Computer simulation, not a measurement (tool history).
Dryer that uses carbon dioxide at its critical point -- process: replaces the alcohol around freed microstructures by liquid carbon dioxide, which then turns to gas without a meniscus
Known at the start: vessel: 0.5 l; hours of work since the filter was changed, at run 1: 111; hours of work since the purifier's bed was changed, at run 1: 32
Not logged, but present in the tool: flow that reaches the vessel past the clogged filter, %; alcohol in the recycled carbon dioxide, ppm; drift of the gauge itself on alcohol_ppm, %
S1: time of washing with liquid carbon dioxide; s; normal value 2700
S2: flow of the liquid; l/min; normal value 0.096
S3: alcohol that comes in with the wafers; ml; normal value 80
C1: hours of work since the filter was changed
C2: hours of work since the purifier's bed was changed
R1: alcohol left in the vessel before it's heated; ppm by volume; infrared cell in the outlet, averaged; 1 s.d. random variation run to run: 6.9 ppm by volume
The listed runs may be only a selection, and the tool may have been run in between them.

run 1 hour=0 | S1=2700 S2=0.096 S3=80 | C1=111 C2=32 | R1=389
run 2 hour=46.4 | S1=2700 S2=0.096 S3=80 | C1=133 C2=54 | R1=399
run 3 hour=88.1 | S1=2220 S2=0.096 S3=80 | C1=152 C2=73 | R1=1192
run 4 hour=149.2 | S1=2220 S2=0.096 S3=80 | C1=180 C2=101 | R1=1240
run 5 hour=182.2 | S1=2220 S2=0.096 S3=80 | C1=195 C2=116 | R1=1265
run 6 hour=223.6 | S1=2220 S2=0.096 S3=80 | C1=214 C2=135 | R1=1298
run 7 hour=274.2 | S1=2700 S2=0.0762 S3=80 | C1=237 C2=159 | R1=1641
run 8 hour=328.4 | S1=2700 S2=0.096 S3=80 | C1=262 C2=184 | R1=507
run 9 hour=362.8 | S1=2700 S2=0.0679 S3=80 | C1=278 C2=199 | R1=2844
run 10 hour=416.7 | S1=4200 S2=0.096 S3=80 | C1=303 C2=224 | R1=49
run 11 hour=446.4 | S1=2700 S2=0.096 S3=80 | C1=317 C2=238 | R1=571
run 12 hour=511.6 | S1=2700 S2=0.1066 S3=80 | C1=347 C2=268 | R1=321
run 13 hour=568.7 | S1=2100 S2=0.096 S3=80 | C1=373 C2=294 | R1=2054
run 14 hour=639.4 | S1=2100 S2=0.096 S3=80 | C1=405 C2=327 | R1=2236
run 15 hour=689.2 | S1=2700 S2=0.096 S3=80 | C1=428 C2=349 | R1=685
run 16 hour=736.1 | S1=2700 S2=0.096 S3=80 | C1=450 C2=371 | R1=724
run 17 hour=802 | S1=1860 S2=0.0814 S3=52 | C1=480 C2=401 | R1=4499
run 18 hour=858.4 | S1=3180 S2=0.0886 S3=33 | C1=506 C2=427 | R1=242
run 19 hour=903.8 | S1=2520 S2=0.1188 S3=59 | C1=527 C2=448 | R1=281
run 20 hour=963.3 | S1=2520 S2=0.1188 S3=59 | C1=554 C2=476 | R1=295
run 21 hour=1025.4 | S1=2160 S2=0.1456 S3=80 | C1=583 C2=504 | R1=311
-- hour=1057.6 inlet filter changed
run 22 hour=1066.4 | S1=3840 S2=0.1345 S3=42 | C1=4 C2=522 | R1=56
run 23 hour=1101.2 | S1=2700 S2=0.096 S3=24 | C1=20 C2=538 | R1=147
run 24 hour=1170.4 | S1=2880 S2=0.1019 S3=48 | C1=52 C2=570 | R1=149
run 25 hour=1225.5 | S1=3120 S2=0.096 S3=45 | C1=77 C2=596 | R1=146
run 26 hour=1273.8 | S1=3720 S2=0.096 S3=84 | C1=99 C2=618 | R1=104
run 27 hour=1335.1 | S1=3720 S2=0.096 S3=84 | C1=128 C2=646 | R1=110
run 28 hour=1387.7 | S1=3720 S2=0.096 S3=84 | C1=152 C2=670 | R1=116
run 29 hour=1431.1 | S1=3540 S2=0.0706 S3=118 | C1=172 C2=690 | R1=927

3 options for the next run, each taken on its own from the tool as it stands now. Forecast them:
run A hour=1490.9 | S1=2040 S2=0.0706 S3=118 | C1=199 C2=718 | R1=?
run B hour=1490.9 | S1=3540 S2=0.1127 S3=110 | C1=199 C2=718 | R1=?
run C hour=1490.9 | S1=3540 S2=0.0798 S3=118 | C1=199 C2=718 | R1=?

run=A R1=9291
run=B R1=94
run=C R1=467
With the hidden condition removed and each run's random variation left untouched, the same runs would have given:
run=A R1=7436
run=B R1=17
run=C R1=263
